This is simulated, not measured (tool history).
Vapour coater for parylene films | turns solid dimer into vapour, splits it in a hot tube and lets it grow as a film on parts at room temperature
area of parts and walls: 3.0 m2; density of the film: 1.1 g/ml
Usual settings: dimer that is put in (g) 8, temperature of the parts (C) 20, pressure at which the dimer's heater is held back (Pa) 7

run	hour	dimer that is put in (g)	temperature of the parts (C)	pressure at which the dimer's heater is held back (Pa)	thickness of the film (nm)
1	0	8	20	7	1580
2	14.5	8	20	3.99	1690
3	21.3	8	15	7	1830
4	28.3	8	20	10.6	1400
5	39.3	7	20	7	1370
6	51.3	7	20	7	1360
7	60.1	7	20	7	1320
# hour 68.8: trap's valve overhauled
8	76	7	20	7	1530
9	83.9	3	20	7	650
10	93.1	3	20	7	650
11	106.8	8	20	6.01	1770
12	115.7	8	20	6.01	1740
13	128.5	8	20	6.01	1750
14	138.8	8	20	6.01	1730
15	147.5	8	20	6.01	1730
16	157.4	8	20	7	1700
17	171.7	8	13	7	2090
18	186.7	8	13	7	2140
19	196.7	8	13	7	2110
20	205.8	8	20	5.69	1690
21	218.7	9	20	7	1870
22	227.2	9	20	7	1830
23	240.8	9	20	7	1840
24	249.8	9	20	7	1820
25	264.3	4	16	2.24	1080
26	271.9	4	16	2.24	1090
27	285.7	4	16	2.24	1080
28	297.7	8	17	7	1720
29	305	8	14	2.76	2100
30	318.6	8	20	6.02	1590
31	331.5	8	14	3.49	2070
32	339.5	10	18	8.44	2000
33	350	8	12	7	2000
34	360.6	8	12	7	2020
35	367.5	6	13	2.13	1520
36	379.6	8	24	7	1340
# hour 389.6: trap's valve overhauled
37	390.1	5	28	4	910
38	401.7	10	16	2.58	2930
39	412.2	10	16	2.58	2920
40	420.6	10	16	2.58	2950
41	435.6	10	16	3.1	2900
42	447.4	5	12	6.8	1400
43	459.6	4	25	9.57	650
44	466.5	4	25	9.57	630
45	480.5	8	20	9.23	1590

The next listed run, before its measurement:
46	487.7	13	20	10.81	?

thickness of the film (nm): 2560
Without the tool's hidden state the same run would have given thickness of the film (nm) 2740.

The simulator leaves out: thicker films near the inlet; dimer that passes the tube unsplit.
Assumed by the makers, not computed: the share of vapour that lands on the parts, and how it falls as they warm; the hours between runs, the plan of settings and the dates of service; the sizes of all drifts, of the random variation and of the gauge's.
